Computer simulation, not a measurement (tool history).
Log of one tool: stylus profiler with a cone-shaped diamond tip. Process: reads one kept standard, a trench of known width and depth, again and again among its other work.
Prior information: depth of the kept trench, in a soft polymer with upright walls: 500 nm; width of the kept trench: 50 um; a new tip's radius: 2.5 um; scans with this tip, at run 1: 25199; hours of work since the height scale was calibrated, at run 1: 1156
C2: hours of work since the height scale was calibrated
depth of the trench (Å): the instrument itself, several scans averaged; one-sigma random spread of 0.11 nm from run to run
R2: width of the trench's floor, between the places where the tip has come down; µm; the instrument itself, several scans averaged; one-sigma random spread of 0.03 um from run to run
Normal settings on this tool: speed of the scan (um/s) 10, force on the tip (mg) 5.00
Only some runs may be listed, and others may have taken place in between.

{"run": 1, "hour": 0.0, "speed of the scan (um/s)": 10, "force on the tip (mg)": 5.0, "scans with this tip": 25199, "C2": 1156, "depth of the trench (Å)": 5075.0, "R2": 45.3}
{"hour": 93.9, "done": "height scale calibrated on a step standard"}
{"run": 2, "hour": 93.9, "speed of the scan (um/s)": 10, "force on the tip (mg)": 5.0, "scans with this tip": 25785, "C2": 0, "depth of the trench (Å)": 5060.8, "R2": 45.25}
{"run": 3, "hour": 170.1, "speed of the scan (um/s)": 10, "force on the tip (mg)": 5.0, "scans with this tip": 26262, "C2": 45, "depth of the trench (Å)": 5058.7, "R2": 45.23}
{"run": 4, "hour": 265.5, "speed of the scan (um/s)": 10, "force on the tip (mg)": 5.0, "scans with this tip": 26860, "C2": 101, "depth of the trench (Å)": 5060.4, "R2": 45.2}
{"run": 5, "hour": 365.6, "speed of the scan (um/s)": 10, "force on the tip (mg)": 5.0, "scans with this tip": 27487, "C2": 160, "depth of the trench (Å)": 5060.3, "R2": 45.17}
{"run": 6, "hour": 423.1, "speed of the scan (um/s)": 10, "force on the tip (mg)": 2.69, "scans with this tip": 27848, "C2": 194, "depth of the trench (Å)": 5042.1, "R2": 45.12}
{"run": 7, "hour": 519.2, "speed of the scan (um/s)": 10, "force on the tip (mg)": 2.69, "scans with this tip": 28450, "C2": 251, "depth of the trench (Å)": 5042.0, "R2": 45.15}
{"run": 8, "hour": 573.6, "speed of the scan (um/s)": 10, "force on the tip (mg)": 7.51, "scans with this tip": 28791, "C2": 283, "depth of the trench (Å)": 5083.1, "R2": 45.13}
{"run": 9, "hour": 672.3, "speed of the scan (um/s)": 28, "force on the tip (mg)": 10.99, "scans with this tip": 29410, "C2": 341, "depth of the trench (Å)": 5106.9, "R2": 45.03}
{"run": 10, "hour": 741.1, "speed of the scan (um/s)": 28, "force on the tip (mg)": 10.99, "scans with this tip": 29841, "C2": 381, "depth of the trench (Å)": 5107.9, "R2": 45.03}
{"run": 11, "hour": 783.5, "speed of the scan (um/s)": 2, "force on the tip (mg)": 6.93, "scans with this tip": 30107, "C2": 406, "depth of the trench (Å)": 5079.7, "R2": 45.0}
{"hour": 826.5, "done": "new tip fitted, height scale calibrated"}
{"run": 12, "hour": 855.5, "speed of the scan (um/s)": 2, "force on the tip (mg)": 6.93, "scans with this tip": 182, "C2": 17, "depth of the trench (Å)": 5076.6, "R2": 46.96}

Take each entry between the runs: how does the hidden state at the last listed run before it differ from the hidden state at the first listed run after it?
Runs 1 to 2: height scale calibrated on a step standard (hour 93.9)
  radius of the tip, um: 5.71 -> 5.79; height scale over the true one, %: 0.324 -> -0.017
  the result without the hidden state subtracted from the measured one, depth of the trench (Å): +16.4 -> -0.9; R2: -1.67 -> -1.71 µm
Runs 11 to 12: new tip fitted, height scale calibrated (hour 826.5)
  radius of the tip, um: 6.33 -> 2.56; height scale over the true one, %: 0.115 -> -0.01
  the result without the hidden state subtracted from the measured one, depth of the trench (Å): +5.9 -> -0.5; R2: -1.93 -> -0.04 µm

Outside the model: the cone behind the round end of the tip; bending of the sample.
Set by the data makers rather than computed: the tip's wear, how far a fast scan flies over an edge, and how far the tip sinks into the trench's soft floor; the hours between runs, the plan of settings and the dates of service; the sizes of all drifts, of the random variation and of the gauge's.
